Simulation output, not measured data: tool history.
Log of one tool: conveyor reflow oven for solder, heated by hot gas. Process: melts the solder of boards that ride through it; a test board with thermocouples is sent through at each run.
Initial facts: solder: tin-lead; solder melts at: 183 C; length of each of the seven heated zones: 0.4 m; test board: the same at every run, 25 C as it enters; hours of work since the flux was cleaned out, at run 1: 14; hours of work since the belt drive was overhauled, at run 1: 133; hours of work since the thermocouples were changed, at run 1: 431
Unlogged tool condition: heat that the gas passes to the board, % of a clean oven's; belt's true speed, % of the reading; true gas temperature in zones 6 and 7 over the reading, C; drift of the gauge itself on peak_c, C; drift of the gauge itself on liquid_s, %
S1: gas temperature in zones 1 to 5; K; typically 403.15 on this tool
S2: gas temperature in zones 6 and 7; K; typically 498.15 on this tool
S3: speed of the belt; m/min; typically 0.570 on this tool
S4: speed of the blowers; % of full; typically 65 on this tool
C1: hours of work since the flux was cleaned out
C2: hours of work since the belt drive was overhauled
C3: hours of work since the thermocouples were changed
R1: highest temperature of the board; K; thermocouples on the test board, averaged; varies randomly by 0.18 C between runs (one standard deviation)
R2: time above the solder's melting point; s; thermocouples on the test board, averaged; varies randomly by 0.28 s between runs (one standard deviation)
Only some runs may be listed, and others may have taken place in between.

run	day	S1	S2	S3	S4	C1	C2	C3	R1	R2
1	0.000	403.15	498.15	0.570	65	14	133	431	484.45	55.0
2	0.400	401.15	498.15	0.570	65	21	140	438	484.15	53.9
3	0.812	403.15	498.15	0.570	77	28	147	445	486.55	58.3
4	1.271	403.15	498.15	0.570	77	36	155	453	486.95	57.9
5	1.842	403.15	498.15	0.570	65	46	165	463	484.05	55.1
6	2.096	403.15	498.15	0.570	65	50	169	467	484.15	55.1
7	2.629	403.15	498.15	0.570	65	59	178	476	484.45	54.7
8	2.888	403.15	498.15	0.508	65	64	183	481	487.45	66.2
9	3.479	403.15	498.15	0.508	65	74	193	491	487.35	66.8
10	3.767	403.15	497.15	0.508	81	79	198	496	489.05	69.3
11	4.371	403.15	497.15	0.508	81	90	208	506	488.85	69.1
12	4.958	403.15	507.15	0.657	81	100	219	517	490.65	52.3
13	5.529	403.15	507.15	0.657	81	110	228	527	490.35	52.6
14	6.083	394.15	508.15	0.570	56	119	238	536	488.25	55.2
15	6.550	394.15	508.15	0.570	56	127	246	544	488.45	55.1
16	6.883	394.15	493.15	0.570	65	133	252	550	477.75	44.5
17	7.296	394.15	493.15	0.570	65	140	259	557	477.55	44.6

Alternative continuations, all from the tool just after run 17; predict every row:
A	7.867	404.15	493.15	0.570	76	150	269	567	?	?
B	7.867	414.15	493.15	0.570	77	150	269	567	?	?
C	7.867	399.15	502.15	0.570	63	150	269	567	?	?
D	7.867	413.15	498.15	0.570	65	150	269	567	?	?
E	7.867	406.15	494.15	0.472	65	150	269	567	?	?

run	R1	R2
A	481.65	53.2
B	483.25	59.4
C	485.85	54.7
D	485.45	59.8
E	485.85	71.2
Without the tool's unlogged condition, the same runs would have read:
run	R1	R2
A	481.15	53.1
B	482.65	59.2
C	485.45	54.5
D	484.95	59.4
E	484.95	70.6
